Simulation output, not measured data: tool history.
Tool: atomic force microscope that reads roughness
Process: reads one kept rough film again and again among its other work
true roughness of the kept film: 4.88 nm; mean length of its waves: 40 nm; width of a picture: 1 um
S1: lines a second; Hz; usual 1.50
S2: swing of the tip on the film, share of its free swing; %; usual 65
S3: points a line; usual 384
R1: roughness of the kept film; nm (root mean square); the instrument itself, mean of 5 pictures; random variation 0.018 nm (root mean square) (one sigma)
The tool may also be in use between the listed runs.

{"run": 1, "hour": 0.0, "S1": 1.5, "S2": 65, "S3": 384, "R1": 3.703}
{"run": 2, "hour": 4.3, "S1": 0.63, "S2": 65, "S3": 384, "R1": 3.703}
{"run": 3, "hour": 10.9, "S1": 0.63, "S2": 65, "S3": 384, "R1": 3.552}
{"run": 4, "hour": 16.8, "S1": 0.63, "S2": 65, "S3": 384, "R1": 3.402}
{"run": 5, "hour": 24.3, "S1": 0.63, "S2": 65, "S3": 384, "R1": 4.299}
{"run": 6, "hour": 29.4, "S1": 0.63, "S2": 65, "S3": 384, "R1": 4.102}
{"run": 7, "hour": 36.2, "S1": 1.5, "S2": 65, "S3": 384, "R1": 3.871}
{"run": 8, "hour": 41.8, "S1": 1.5, "S2": 65, "S3": 843, "R1": 3.687}
{"run": 9, "hour": 46.7, "S1": 1.5, "S2": 65, "S3": 843, "R1": 3.566}
{"run": 10, "hour": 51.1, "S1": 1.5, "S2": 65, "S3": 384, "R1": 3.45}
{"run": 11, "hour": 55.5, "S1": 1.5, "S2": 65, "S3": 751, "R1": 3.379}
{"run": 12, "hour": 65.6, "S1": 1.5, "S2": 65, "S3": 751, "R1": 4.12}
{"run": 13, "hour": 71.8, "S1": 1.1, "S2": 71, "S3": 381, "R1": 3.886}
{"run": 14, "hour": 78.9, "S1": 1.23, "S2": 65, "S3": 303, "R1": 3.751}
{"run": 15, "hour": 88.4, "S1": 1.23, "S2": 65, "S3": 303, "R1": 3.538}
{"run": 16, "hour": 97.9, "S1": 0.8, "S2": 83, "S3": 354, "R1": 3.267}
{"run": 17, "hour": 109.0, "S1": 1.73, "S2": 73, "S3": 354, "R1": 3.897}
{"run": 18, "hour": 118.1, "S1": 1.33, "S2": 66, "S3": 294, "R1": 3.806}
{"run": 19, "hour": 123.6, "S1": 0.59, "S2": 58, "S3": 433, "R1": 3.75}
{"run": 20, "hour": 130.7, "S1": 0.92, "S2": 59, "S3": 614, "R1": 3.546}
{"run": 21, "hour": 138.0, "S1": 0.92, "S2": 59, "S3": 614, "R1": 3.42}
{"run": 22, "hour": 147.8, "S1": 0.7, "S2": 82, "S3": 614, "R1": 4.053}
{"run": 23, "hour": 154.9, "S1": 0.7, "S2": 82, "S3": 614, "R1": 3.892}
{"run": 24, "hour": 163.7, "S1": 1.5, "S2": 85, "S3": 353, "R1": 3.342}

Not shown: 6 entries that the log had between the listed runs. Between which runs, and how does the tool's hidden state differ before and after?
Between runs 4 and 5: new tip fitted (hour 22.0)
  radius of the tip, nm: 32.3 -> 9.1; height scale over the true one, %: -0.1 -> -0.11
  measured less the result without the state, R1: -0.961 -> -0.107 nm (root mean square)
Between runs 11 and 12: new tip fitted (hour 61.2)
  radius of the tip, nm: 31.1 -> 10.7; height scale over the true one, %: -0.12 -> -0.13
  measured less the result without the state, R1: -0.910 -> -0.173 nm (root mean square)
Between runs 16 and 17: height scale calibrated on a step standard (hour 99.7); new tip fitted (hour 101.5)
  radius of the tip, nm: 33.1 -> 12.2; height scale over the true one, %: -0.14 -> -0.2
  measured less the result without the state, R1: -0.953 -> -0.236 nm (root mean square)
Between runs 21 and 22: new tip fitted (hour 141.0); height scale calibrated on a step standard, once more (hour 147.4)
  radius of the tip, nm: 32.7 -> 10.9; height scale over the true one, %: -0.21 -> -0.09
  measured less the result without the state, R1: -0.988 -> -0.178 nm (root mean square)
